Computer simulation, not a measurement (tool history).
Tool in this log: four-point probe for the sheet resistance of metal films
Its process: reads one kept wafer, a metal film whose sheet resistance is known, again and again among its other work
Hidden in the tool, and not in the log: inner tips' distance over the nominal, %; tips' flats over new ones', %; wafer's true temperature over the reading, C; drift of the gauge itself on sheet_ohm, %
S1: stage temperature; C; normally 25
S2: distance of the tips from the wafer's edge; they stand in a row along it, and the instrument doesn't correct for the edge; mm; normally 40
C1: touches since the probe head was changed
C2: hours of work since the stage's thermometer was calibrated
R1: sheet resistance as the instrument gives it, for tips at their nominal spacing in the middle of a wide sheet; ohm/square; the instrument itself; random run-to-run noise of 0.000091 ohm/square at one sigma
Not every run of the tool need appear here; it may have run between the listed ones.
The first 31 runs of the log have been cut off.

run	hour	S1	S2	C1	C2	R1
32	441.1	20	55	33597	978	0.452344
33	454.4	32	15	34075	986	0.453682
34	469.2	32	15	34610	995	0.453852
35	488.1	32	15	35287	1007	0.453957
36	498.4	23	11	35659	1013	0.454344
37	510.5	21	40	36094	1021	0.452358
38	525.7	33	32	36645	1030	0.453186
39	534.0	25	35	36943	1036	0.452552
40	549.7	25	5	37505	1045	0.462245
41	562.6	20	7	37971	1053	0.457085
42	581.2	20	7	38642	1065	0.457229
43	589.8	20	3	38949	1070	0.477593
44	603.3	27	21	39437	1079	0.453040
45	612.2	27	21	39757	1084	0.453130
46	626.6	27	21	40275	1093	0.453133

3 ways to go on from here, each from the tool as it stands after run 46. What would each give?
A	636.3	22	14	40625	1099	?
B	636.3	24	46	40625	1099	?
C	636.3	23	19	40625	1099	?

run	R1
A	0.453527
B	0.452518
C	0.453050
With no hidden state in the tool, these same runs would have given:
run	R1
A	0.453527
B	0.452517
C	0.453050
